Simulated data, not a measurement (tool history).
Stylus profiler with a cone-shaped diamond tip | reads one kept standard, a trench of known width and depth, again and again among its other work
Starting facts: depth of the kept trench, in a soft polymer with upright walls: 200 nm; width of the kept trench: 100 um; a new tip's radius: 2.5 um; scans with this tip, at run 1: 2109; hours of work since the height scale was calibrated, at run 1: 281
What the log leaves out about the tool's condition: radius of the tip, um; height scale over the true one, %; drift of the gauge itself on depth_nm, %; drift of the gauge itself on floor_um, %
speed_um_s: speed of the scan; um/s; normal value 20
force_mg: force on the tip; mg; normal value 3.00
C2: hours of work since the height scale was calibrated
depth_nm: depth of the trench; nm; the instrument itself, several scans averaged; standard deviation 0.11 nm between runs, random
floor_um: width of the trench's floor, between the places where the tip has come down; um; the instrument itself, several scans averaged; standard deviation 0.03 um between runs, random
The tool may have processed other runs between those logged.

run 1 day=0.000 | speed_um_s=20 force_mg=3.00 | scans_with_this_tip=2109 C2=281 | depth_nm=202.37 floor_um=97.85
run 2 day=0.404 | speed_um_s=20 force_mg=3.00 | scans_with_this_tip=2141 C2=285 | depth_nm=202.40 floor_um=97.86
run 3 day=0.971 | speed_um_s=20 force_mg=5.61 | scans_with_this_tip=2185 C2=291 | depth_nm=203.56 floor_um=97.85
run 4 day=1.533 | speed_um_s=8 force_mg=5.61 | scans_with_this_tip=2229 C2=296 | depth_nm=203.68 floor_um=97.89
run 5 day=2.142 | speed_um_s=8 force_mg=5.61 | scans_with_this_tip=2276 C2=303 | depth_nm=203.57 floor_um=97.87
run 6 day=2.725 | speed_um_s=7 force_mg=5.61 | scans_with_this_tip=2322 C2=309 | depth_nm=203.79 floor_um=97.91
run 7 day=3.638 | speed_um_s=7 force_mg=5.61 | scans_with_this_tip=2393 C2=318 | depth_nm=203.65 floor_um=97.93
run 8 day=4.375 | speed_um_s=17 force_mg=5.61 | scans_with_this_tip=2450 C2=326 | depth_nm=203.66 floor_um=97.87
run 9 day=4.833 | speed_um_s=17 force_mg=5.61 | scans_with_this_tip=2486 C2=331 | depth_nm=203.81 floor_um=97.85
run 10 day=5.638 | speed_um_s=20 force_mg=1.39 | scans_with_this_tip=2549 C2=339 | depth_nm=201.45 floor_um=97.73
run 11 day=6.533 | speed_um_s=20 force_mg=1.39 | scans_with_this_tip=2619 C2=348 | depth_nm=201.40 floor_um=97.75
run 12 day=6.946 | speed_um_s=20 force_mg=1.39 | scans_with_this_tip=2651 C2=353 | depth_nm=201.11 floor_um=97.75
run 13 day=7.838 | speed_um_s=20 force_mg=5.46 | scans_with_this_tip=2720 C2=362 | depth_nm=203.60 floor_um=97.85
run 14 day=8.712 | speed_um_s=20 force_mg=1.25 | scans_with_this_tip=2788 C2=371 | depth_nm=201.25 floor_um=97.75
run 15 day=9.288 | speed_um_s=6 force_mg=3.00 | scans_with_this_tip=2833 C2=377 | depth_nm=202.41 floor_um=97.85
run 16 day=9.996 | speed_um_s=6 force_mg=3.00 | scans_with_this_tip=2888 C2=384 | depth_nm=202.20 floor_um=97.82
run 17 day=10.817 | speed_um_s=30 force_mg=3.00 | scans_with_this_tip=2952 C2=393 | depth_nm=202.19 floor_um=97.73
run 18 day=11.333 | speed_um_s=8 force_mg=3.00 | scans_with_this_tip=2992 C2=398 | depth_nm=202.31 floor_um=97.81
run 19 day=11.750 | speed_um_s=15 force_mg=3.00 | scans_with_this_tip=3025 C2=402 | depth_nm=202.19 floor_um=97.80
run 20 day=12.233 | speed_um_s=15 force_mg=3.00 | scans_with_this_tip=3063 C2=407 | depth_nm=202.11 floor_um=97.80
run 21 day=12.767 | speed_um_s=15 force_mg=3.00 | scans_with_this_tip=3104 C2=413 | depth_nm=202.10 floor_um=97.80
run 22 day=13.142 | speed_um_s=20 force_mg=5.85 | scans_with_this_tip=3134 C2=417 | depth_nm=203.71 floor_um=97.74
run 23 day=13.617 | speed_um_s=20 force_mg=5.85 | scans_with_this_tip=3170 C2=422 | depth_nm=203.67 floor_um=97.84
run 24 day=14.054 | speed_um_s=20 force_mg=5.85 | scans_with_this_tip=3205 C2=426 | depth_nm=203.68 floor_um=97.82
run 25 day=14.450 | speed_um_s=8 force_mg=3.49 | scans_with_this_tip=3236 C2=430 | depth_nm=202.43 floor_um=97.83
run 26 day=14.879 | speed_um_s=51 force_mg=2.66 | scans_with_this_tip=3269 C2=435 | depth_nm=201.91 floor_um=97.73
run 27 day=15.354 | speed_um_s=51 force_mg=2.66 | scans_with_this_tip=3306 C2=440 | depth_nm=202.01 floor_um=97.65
run 28 day=16.246 | speed_um_s=15 force_mg=5.68 | scans_with_this_tip=3375 C2=449 | depth_nm=203.66 floor_um=97.74
run 29 day=16.842 | speed_um_s=15 force_mg=5.68 | scans_with_this_tip=3422 C2=455 | depth_nm=203.56 floor_um=97.81
run 30 day=17.438 | speed_um_s=66 force_mg=1.20 | scans_with_this_tip=3468 C2=461 | depth_nm=201.12 floor_um=97.50
run 31 day=18.288 | speed_um_s=70 force_mg=5.87 | scans_with_this_tip=3534 C2=470 | depth_nm=203.62 floor_um=97.67
run 32 day=18.704 | speed_um_s=9 force_mg=1.12 | scans_with_this_tip=3567 C2=474 | depth_nm=201.04 floor_um=97.79
run 33 day=19.454 | speed_um_s=29 force_mg=5.80 | scans_with_this_tip=3625 C2=482 | depth_nm=203.56 floor_um=97.78
run 34 day=20.079 | speed_um_s=20 force_mg=5.51 | scans_with_this_tip=3674 C2=489 | depth_nm=203.56 floor_um=97.75
run 35 day=20.908 | speed_um_s=20 force_mg=8.36 | scans_with_this_tip=3739 C2=497 | depth_nm=204.65 floor_um=97.74
run 36 day=21.308 | speed_um_s=43 force_mg=1.09 | scans_with_this_tip=3770 C2=501 | depth_nm=200.84 floor_um=97.61
run 37 day=21.821 | speed_um_s=47 force_mg=1.93 | scans_with_this_tip=3810 C2=507 | depth_nm=201.44 floor_um=97.64
run 38 day=22.229 | speed_um_s=47 force_mg=1.93 | scans_with_this_tip=3842 C2=511 | depth_nm=201.36 floor_um=97.62
run 39 day=22.846 | speed_um_s=20 force_mg=8.27 | scans_with_this_tip=3889 C2=517 | depth_nm=204.76 floor_um=97.79
run 40 day=23.550 | speed_um_s=23 force_mg=8.27 | scans_with_this_tip=3944 C2=525 | depth_nm=204.50 floor_um=97.81
run 41 day=24.154 | speed_um_s=23 force_mg=8.27 | scans_with_this_tip=3992 C2=531 | depth_nm=204.75 floor_um=97.78
run 42 day=24.642 | speed_um_s=23 force_mg=8.27 | scans_with_this_tip=4030 C2=536 | depth_nm=204.58 floor_um=97.74
run 43 day=25.221 | speed_um_s=21 force_mg=4.05 | scans_with_this_tip=4075 C2=542 | depth_nm=202.74 floor_um=97.77
run 44 day=25.671 | speed_um_s=21 force_mg=4.05 | scans_with_this_tip=4110 C2=547 | depth_nm=202.91 floor_um=97.74
run 45 day=26.533 | speed_um_s=21 force_mg=4.05 | scans_with_this_tip=4177 C2=555 | depth_nm=202.78 floor_um=97.70
run 46 day=27.421 | speed_um_s=6 force_mg=7.48 | scans_with_this_tip=4246 C2=565 | depth_nm=204.30 floor_um=97.79
run 47 day=27.821 | speed_um_s=6 force_mg=7.48 | scans_with_this_tip=4277 C2=569 | depth_nm=204.10 floor_um=97.75
run 48 day=28.471 | speed_um_s=6 force_mg=1.93 | scans_with_this_tip=4328 C2=576 | depth_nm=201.67 floor_um=97.78

Selected run-to-run steps in depth_nm, each split into two signed amounts: the part the tool would show with no hidden state at all (from settings, incoming material and random variation), and the remainder, which goes to the hidden state together with any gauge scatter not common to the measured and the hidden-state-free results:
Run 30 -> 31: speed_um_s 66 -> 70, force_mg 1.20 -> 5.87. depth_nm +2.50 nm: hidden state -0.02, all else +2.52.
Run 31 -> 32: speed_um_s 70 -> 9, force_mg 5.87 -> 1.12. depth_nm -2.58 nm: hidden state +0.01, all else -2.59.
Run 32 -> 33: speed_um_s 9 -> 29, force_mg 1.12 -> 5.80. depth_nm +2.52 nm: hidden state -0.02, all else +2.54.
Run 35 -> 36: speed_um_s 20 -> 43, force_mg 8.36 -> 1.09. depth_nm -3.81 nm: hidden state +0.01, all else -3.82.
Run 38 -> 39: speed_um_s 47 -> 20, force_mg 1.93 -> 8.27. depth_nm +3.40 nm: hidden state -0.01, all else +3.41.
Run 41 -> 42: no setting touched and nothing written in the log between the runs. depth_nm -0.17 nm: hidden state -0.02, all else -0.15.
